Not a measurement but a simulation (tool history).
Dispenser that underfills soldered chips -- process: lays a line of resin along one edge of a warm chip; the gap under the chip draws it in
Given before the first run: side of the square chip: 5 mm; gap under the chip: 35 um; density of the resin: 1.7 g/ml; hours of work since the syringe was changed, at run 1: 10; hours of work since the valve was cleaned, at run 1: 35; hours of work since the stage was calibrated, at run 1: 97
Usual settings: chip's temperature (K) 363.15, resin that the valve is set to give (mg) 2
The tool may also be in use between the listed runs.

| run | hour | chip's temperature (K) | resin that the valve is set to give (mg) | hours of work since the syringe was changed | hours of work since the valve was cleaned | hours of work since the stage was calibrated | time until the resin shows at the far edge (s) | resin that the valve gave (mg) |
|---|---|---|---|---|---|---|---|---|
| 1 | 0 | 363.15 | 2 | 10 | 35 | 97 | 100 | 1.963 |
|  | 1.2 | new syringe of resin |
| 2 | 12.4 | 363.15 | 2.29 | 9 | 44 | 106 | 84 | 2.248 |
|  | 15.7 | new syringe of resin |
| 3 | 28 | 354.15 | 2 | 10 | 56 | 118 | 145 | 1.946 |
|  | 30.3 | new syringe of resin |
| 4 | 35.4 | 354.15 | 2 | 4 | 62 | 124 | 90.7 | 1.947 |
|  | 45.1 | new syringe of resin |
| 5 | 50.9 | 354.15 | 2 | 5 | 74 | 136 | 95.1 | 1.933 |
|  | 59.2 | new syringe of resin |
| 6 | 59.8 | 363.15 | 2 | 0 | 80 | 142 | 44.1 | 1.921 |
| 7 | 69.1 | 363.15 | 2 | 8 | 88 | 150 | 82.2 | 1.914 |
|  | 73.4 | new syringe of resin |
| 8 | 76.8 | 363.15 | 2 | 3 | 93 | 156 | 54 | 1.913 |
| 9 | 83.4 | 363.15 | 2 | 8 | 99 | 161 | 83.1 | 1.91 |
|  | 88.4 | new syringe of resin |
| 10 | 95.5 | 363.15 | 1.93 | 6 | 108 | 170 | 68.1 | 1.823 |
|  | 102.7 | new syringe of resin |
| 11 | 107.8 | 363.15 | 2 | 4 | 117 | 179 | 60.3 | 1.896 |
|  | 110.6 | dispensing valve cleaned and set on the balance |
|  | 118.4 | new syringe of resin |
| 12 | 120.5 | 363.15 | 2 | 2 | 8 | 188 | 47.8 | 2.001 |
| 13 | 131 | 363.15 | 2 | 10 | 16 | 197 | 97.8 | 1.977 |
|  | 132.6 | new syringe of resin |
| 14 | 139.4 | 363.15 | 2 | 5 | 22 | 203 | 68 | 1.978 |
|  | 147 | new syringe of resin |
| 15 | 155.2 | 363.15 | 2 | 6 | 34 | 215 | 73.2 | 1.962 |
|  | 162.2 | new syringe of resin |
| 16 | 165.9 | 363.15 | 2 | 3 | 42 | 223 | 56.2 | 1.966 |
|  | 176.7 | new syringe of resin |
| 17 | 179.9 | 363.15 | 2 | 3 | 53 | 234 | 54.5 | 1.948 |
| 18 | 190.3 | 363.15 | 2 | 11 | 61 | 242 | 108 | 1.934 |
|  | 191.9 | new syringe of resin |
| 19 | 198.2 | 349.15 | 2.31 | 5 | 67 | 248 | 128.8 | 2.224 |
|  | 206.4 | new syringe of resin |
| 20 | 209.3 | 356.15 | 2.11 | 2 | 76 | 257 | 72.5 | 2.032 |
|  | 221.2 | new syringe of resin |
| 21 | 222.4 | 356.15 | 2.11 | 1 | 86 | 267 | 65.5 | 2.023 |

For run 22, what comes out?
|  | 235.4 | new syringe of resin |
| 22 | 237.7 | 353.15 | 2 | 2 | 98 | 278 | ? | ? |

{"run 22": {"time until the resin shows at the far edge (s)": 84.6, "resin that the valve gave (mg)": 1.897}}
The same run, on a tool lacking any hidden state, would have yielded time until the resin shows at the far edge (s) 64.5, resin that the valve gave (mg) 1.991.
